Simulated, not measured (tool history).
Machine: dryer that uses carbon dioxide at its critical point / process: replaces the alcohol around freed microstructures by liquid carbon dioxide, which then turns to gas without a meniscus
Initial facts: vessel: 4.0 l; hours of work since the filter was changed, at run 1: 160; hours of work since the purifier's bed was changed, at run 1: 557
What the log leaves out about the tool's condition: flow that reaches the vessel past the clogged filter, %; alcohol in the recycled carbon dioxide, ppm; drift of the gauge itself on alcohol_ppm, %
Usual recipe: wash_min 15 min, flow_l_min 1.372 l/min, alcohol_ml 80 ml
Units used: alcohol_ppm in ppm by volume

run     day  wash_min  flow_l_min  alcohol_ml  hours of work since the filter was changed  hours of work since the purifier's bed was changed  alcohol_ppm
  1   0.000        15       1.372          80                                         160                                                 557          525
  2   0.721        15       1.372          80                                         173                                                 570          539
  3   1.567        15       1.372          80                                         188                                                 585          525
  4   2.125        15       1.372          80                                         198                                                 595          560
  5   2.983        15       1.372          80                                         213                                                 610          562
      3.592  -- inlet filter changed
  6   3.617        15       1.372          80                                           0                                                 620          394
  7   4.712        15       1.372          80                                          20                                                 639          413
  8   5.846        15       1.500          80                                          40                                                 659          330
  9   6.942        15       1.500          80                                          59                                                 679          340
 10   8.254        15       1.500          80                                          82                                                 702          360
 11   9.021        15       1.372          80                                          96                                                 715          491
 12   9.788        15       1.372          80                                         109                                                 729          493
 13  10.396        15       1.750          80                                         120                                                 740          261
 14  10.962        15       1.372          80                                         130                                                 750          494
 15  12.329        15       1.372          80                                         154                                                 774          521
 16  12.908        15       1.372          80                                         164                                                 784          540
 17  14.304        15       1.372          80                                         189                                                 809          561
 18  15.400        16       1.372          80                                         208                                                 828          502
 19  16.021        16       1.372          80                                         219                                                 839          485
     16.267  -- inlet filter changed
 20  17.396        15       1.372          80                                          20                                                 862          469
 21  17.958        15       1.372          80                                          30                                                 872          462
 22  19.275        10       1.372          80                                          53                                                 896         1415
 23  19.896        10       1.372          80                                          64                                                 906         1456
 24  21.258        10       0.840         103                                          88                                                 931         5241
 25  22.275        10       0.840         103                                         106                                                 948         5366
 26  22.950        11       1.180         108                                         118                                                 960         2425
 27  24.038        15       1.372          63                                         137                                                 980          486
 28  25.375        15       1.372          63                                         161                                                1003          519
 29  25.954        12       2.210          32                                         171                                                1013          248
 30  26.783        12       1.780          32                                         185                                                1028          334
 31  27.508        15       1.760          80                                         198                                                1041          346
 32  28.075        15       1.760          80                                         208                                                1051          344
     28.921  -- inlet filter changed
 33  29.112        20       1.200          80                                           3                                                1068          352
 34  29.825        20       1.200          80                                          16                                                1081          353
 35  30.458        20       1.200          80                                          27                                                1092          365
 36  31.054        15       0.940          96                                          38                                                1103         1650
 37  31.988        15       0.940          96                                          54                                                1119         1708
 38  32.750        15       1.372          31                                          68                                                1133          349
 39  33.412        15       2.070          94                                          79                                                1144          258
 40  34.121        16       2.290          46                                          92                                                1157          235
 41  34.925        16       2.290          46                                         106                                                1171          236
 42  36.233        10       2.290          46                                         129                                                1194          344
 43  37.267        10       1.960          30                                         147                                                1212          371
 44  38.454        10       1.960          30                                         168                                                1233          393
 45  39.750        10       1.960          30                                         191                                                1256          399

Alternative continuations, all from the tool just after run 45; predict every row:
  A  41.100        23       2.010          48                                         215                                                1280            ?
  B  41.100        15       1.400          22                                         215                                                1280            ?
  C  41.100        12       1.960          30                                         215                                                1280            ?
  D  41.100        15       1.700          80                                         215                                                1280            ?

run  alcohol_ppm
  A          256
  B          356
  C          325
  D          403
The same runs, with their run-to-run variation unchanged, on a tool lacking any hidden condition would have given:
run  alcohol_ppm
  A            8
  B           79
  C           54
  D           94
